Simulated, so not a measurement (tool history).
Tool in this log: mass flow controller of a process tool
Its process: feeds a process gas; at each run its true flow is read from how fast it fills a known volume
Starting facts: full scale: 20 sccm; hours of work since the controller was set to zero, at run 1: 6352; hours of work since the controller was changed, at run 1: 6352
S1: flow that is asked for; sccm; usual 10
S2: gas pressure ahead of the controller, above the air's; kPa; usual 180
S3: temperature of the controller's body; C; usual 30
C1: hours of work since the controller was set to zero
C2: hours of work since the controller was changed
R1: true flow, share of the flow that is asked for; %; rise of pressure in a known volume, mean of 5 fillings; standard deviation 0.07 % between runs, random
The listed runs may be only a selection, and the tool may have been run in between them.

{"run": 1, "hour": 0.0, "S1": 10, "S2": 180, "S3": 30, "C1": 6352, "C2": 6352, "R1": 98.63}
{"run": 2, "hour": 116.2, "S1": 10, "S2": 180, "S3": 36, "C1": 6444, "C2": 6444, "R1": 98.05}
{"run": 3, "hour": 276.9, "S1": 10, "S2": 180, "S3": 36, "C1": 6571, "C2": 6571, "R1": 98.04}
{"run": 4, "hour": 390.0, "S1": 10, "S2": 180, "S3": 36, "C1": 6661, "C2": 6661, "R1": 98.16}
{"run": 5, "hour": 500.7, "S1": 10, "S2": 180, "S3": 36, "C1": 6749, "C2": 6749, "R1": 98.04}
{"run": 6, "hour": 593.2, "S1": 19, "S2": 180, "S3": 30, "C1": 6822, "C2": 6822, "R1": 99.48}
{"run": 7, "hour": 678.9, "S1": 14, "S2": 189, "S3": 21, "C1": 6889, "C2": 6889, "R1": 100.02}
{"run": 8, "hour": 805.9, "S1": 6, "S2": 157, "S3": 28, "C1": 6990, "C2": 6990, "R1": 98.66}
{"run": 9, "hour": 908.3, "S1": 14, "S2": 197, "S3": 37, "C1": 7071, "C2": 7071, "R1": 98.37}
{"hour": 981.7, "done": "controller exchanged for a calibrated one"}
{"run": 10, "hour": 1052.1, "S1": 2, "S2": 235, "S3": 37, "C1": 56, "C2": 56, "R1": 96.9}

Entry by entry between the runs, the difference in hidden state between the last listed run before and the first listed run after:
From run 9 to run 10: controller exchanged for a calibrated one (hour 981.7)
  flow at rest that the sensor doesn't see, % of full scale: 0.003 -> 0
